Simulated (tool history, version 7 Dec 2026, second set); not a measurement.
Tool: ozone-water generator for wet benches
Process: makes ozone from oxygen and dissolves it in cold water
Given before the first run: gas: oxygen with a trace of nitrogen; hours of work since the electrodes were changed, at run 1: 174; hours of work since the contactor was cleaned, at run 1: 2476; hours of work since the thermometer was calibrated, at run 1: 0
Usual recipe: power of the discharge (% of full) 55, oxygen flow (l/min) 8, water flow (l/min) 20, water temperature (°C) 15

run,hour,power of the discharge (% of full),oxygen flow (l/min),water flow (l/min),water temperature (°C),hours of work since the electrodes were changed,hours of work since the contactor was cleaned,hours of work since the thermometer was calibrated,dissolved ozone (ppm),ozone in the gas ahead of the water (g/m3)
1,0,55,8,20,15,174,2476,0,23.5,177.9
2,93.6,55,6.07,20,15,238,2540,64,23.8,204.8
3,156.6,55,6.07,20,15,281,2583,107,24.1,208.4
4,258.3,55,8,25,15,350,2652,176,19.7,178
5,334.7,76,8,20,15,402,2704,229,30,227.1
6,384.2,76,8,20,15,436,2738,262,30.2,226.8
7,466.2,76,8,20,15,492,2794,318,30,228
8,539.6,76,8,20,15,542,2844,369,29.8,228
9,595.5,76,8,20,15,581,2882,407,30.2,228
10,687.4,76,8,20,15,643,2945,469,30.1,228.9
11,775,89,8,20,15,703,3005,529,33.5,258.7
12,851.1,89,8,20,15,755,3057,581,33.3,257.2
13,936.3,89,8,14,15,813,3115,639,43.9,259.7
14,1016.7,55,8,20,15,868,3170,694,23.7,183
15,1089.5,55,8,20,15,918,3220,744,23.8,183.4
16,1168.5,55,8,20,15,972,3274,798,23.7,184
# hour 1214: gauge calibrated
17,1231.5,55,8,20,15,1015,3317,841,23.8,176.7
18,1283.1,55,8,20,15,1050,3352,876,23.4,178.3
19,1385.8,69,8,20,18,1120,3422,946,26.6,208.4
20,1461.8,47,8,20,15,1172,3474,998,21.2,159.5
21,1554,63,5.38,20,15,1235,3537,1061,26.2,245.6
22,1606,73,5.38,20,19,1271,3573,1097,27.7,272.2
23,1709,73,5.38,20,19,1341,3643,1167,27.6,273.6
24,1778.2,83,6.75,20,20,1388,3690,1214,29.5,266.6
25,1869,83,6.75,20,20,1450,3752,1276,29.5,267.9
26,1969,83,6.75,20,20,1519,3820,1345,29.6,267
27,2036.8,83,6.75,20,20,1565,3867,1391,29.7,268.4
28,2098.3,78,5.51,18,15,1607,3909,1433,33.4,287.2
29,2165,78,5.51,18,15,1652,3954,1479,33.8,287.5
30,2235.3,61,8,15,15,1701,4002,1527,31.5,195.7
31,2297,61,13.74,15,15,1743,4044,1569,28.6,147.7
32,2384.1,43,4.52,20,19,1802,4104,1628,18.8,206.7
33,2471.7,42,12.17,28,11,1862,4164,1688,15.4,120.2

Table of differences, measured result less the result of that run with no hidden state. Run-to-run variation is the same in both. Gauge scatter possibly is not:
The hidden state here: yield of the discharge, % of new electrodes'; contactor's efficiency, % of a clean one's; true water temperature over the reading, C; drift of the gauge itself on ozone_ppm, %; drift of the gauge itself on gas_g_m3, %.
run,ozone in the gas ahead of the water (g/m3)
1,+0
2,+0.5
3,+0.8
4,+1.1
5,+1.8
6,+2.1
7,+2.5
8,+2.9
9,+3.2
10,+3.8
11,+4.7
12,+5.2
13,+5.7
14,+4.4
15,+4.7
16,+5.1
17,+0.1
18,+0.3
19,+0.7
20,+0.9
21,+2
22,+2.5
23,+3.2
24,+3.5
25,+4.1
26,+4.7
27,+5.1
28,+5.9
29,+6.3
30,+4.6
31,+3.7
32,+5.6
33,+3.5
dissolved ozone (ppm) without the hidden state stays within 0.1 of what was measured, in all runs.
